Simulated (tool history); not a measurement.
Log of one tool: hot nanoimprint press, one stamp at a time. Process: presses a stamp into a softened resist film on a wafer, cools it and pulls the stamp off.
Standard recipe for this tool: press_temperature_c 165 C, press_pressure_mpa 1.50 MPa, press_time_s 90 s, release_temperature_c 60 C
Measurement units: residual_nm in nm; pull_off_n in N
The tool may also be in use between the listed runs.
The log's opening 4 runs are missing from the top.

Run 5, hour 93.4: usual settings. Result: residual_nm 153.9 nm, pull_off_n 133 N.
Run 6, hour 121.8: usual settings but press_pressure_mpa 2.35 MPa. Result: residual_nm 117.8 nm, pull_off_n 144 N.
Run 7, hour 148.0: usual settings but release_temperature_c 50 C. Result: residual_nm 151.9 nm, pull_off_n 157 N.
Run 8, hour 173.7: usual settings but release_temperature_c 50 C. Result: residual_nm 153.2 nm, pull_off_n 158 N.
Run 9, hour 195.6: usual settings but release_temperature_c 50 C. Result: residual_nm 152.9 nm, pull_off_n 161 N.
Run 10, hour 223.8: usual settings but release_temperature_c 50 C. Result: residual_nm 152.9 nm, pull_off_n 156 N.
Run 11, hour 253.2: usual settings but release_temperature_c 50 C. Result: residual_nm 154.5 nm, pull_off_n 157 N.
Run 12, hour 270.1: usual settings but release_temperature_c 50 C. Result: residual_nm 154.0 nm, pull_off_n 150 N.
Run 13, hour 286.3: usual settings but release_temperature_c 59 C. Result: residual_nm 152.6 nm, pull_off_n 140 N.
Run 14, hour 304.6: usual settings but release_temperature_c 59 C. Result: residual_nm 153.7 nm, pull_off_n 135 N.
Run 15, hour 332.6: usual settings but release_temperature_c 59 C. Result: residual_nm 151.1 nm, pull_off_n 142 N.
Run 16, hour 348.8: usual settings but release_temperature_c 59 C. Result: residual_nm 151.8 nm, pull_off_n 137 N.
At hour 359.0: stamp cleaned and given a new release coat.
Run 17, hour 372.8: usual settings but press_temperature_c 155 C, press_time_s 58 s, release_temperature_c 58 C. Result: residual_nm 252.8 nm, pull_off_n 139 N.
Run 18, hour 400.9: usual settings but press_pressure_mpa 1.88 MPa, release_temperature_c 61 C. Result: residual_nm 134.9 nm, pull_off_n 133 N.
Run 19, hour 414.4: usual settings but press_time_s 155 s. Result: residual_nm 127.3 nm, pull_off_n 134 N.
Run 20, hour 441.9: usual settings but press_temperature_c 162 C, press_pressure_mpa 1.67 MPa, press_time_s 155 s. Result: residual_nm 132.0 nm, pull_off_n 141 N.
Run 21, hour 456.7: usual settings but press_pressure_mpa 1.76 MPa, press_time_s 149 s, release_temperature_c 65 C. Result: residual_nm 117.2 nm, pull_off_n 131 N.
Run 22, hour 473.2: usual settings but press_pressure_mpa 1.76 MPa, press_time_s 123 s, release_temperature_c 65 C. Result: residual_nm 124.2 nm, pull_off_n 125 N.
At hour 501.1: plate thermocouple calibrated.
Run 23, hour 503.3: usual settings but press_pressure_mpa 1.76 MPa, press_time_s 123 s, release_temperature_c 65 C. Result: residual_nm 125.4 nm, pull_off_n 125 N.
Run 24, hour 528.2: usual settings but press_pressure_mpa 0.91 MPa, press_time_s 77 s, release_temperature_c 47 C. Result: residual_nm 211.2 nm, pull_off_n 169 N.
Run 25, hour 543.3: usual settings but press_pressure_mpa 0.91 MPa, press_time_s 77 s, release_temperature_c 47 C. Result: residual_nm 210.7 nm, pull_off_n 161 N.
Run 26, hour 567.9: usual settings but press_temperature_c 161 C, press_pressure_mpa 1.27 MPa, press_time_s 77 s, release_temperature_c 61 C. Result: residual_nm 203.6 nm, pull_off_n 137 N.
Run 27, hour 584.6: usual settings but press_temperature_c 168 C, press_pressure_mpa 2.02 MPa, press_time_s 123 s, release_temperature_c 56 C. Result: residual_nm 101.7 nm, pull_off_n 142 N.

What will run 28 give?
Run 28, hour 606.5: usual settings but press_temperature_c 168 C, press_pressure_mpa 2.02 MPa, press_time_s 123 s, release_temperature_c 56 C. Result: residual_nm ?, pull_off_n ?.

residual_nm: 101.6 nm
pull_off_n: 144 N
With the hidden condition absent and the run-to-run variation left alone, this run would have shown residual_nm 101.6 nm, pull_off_n 144 N.
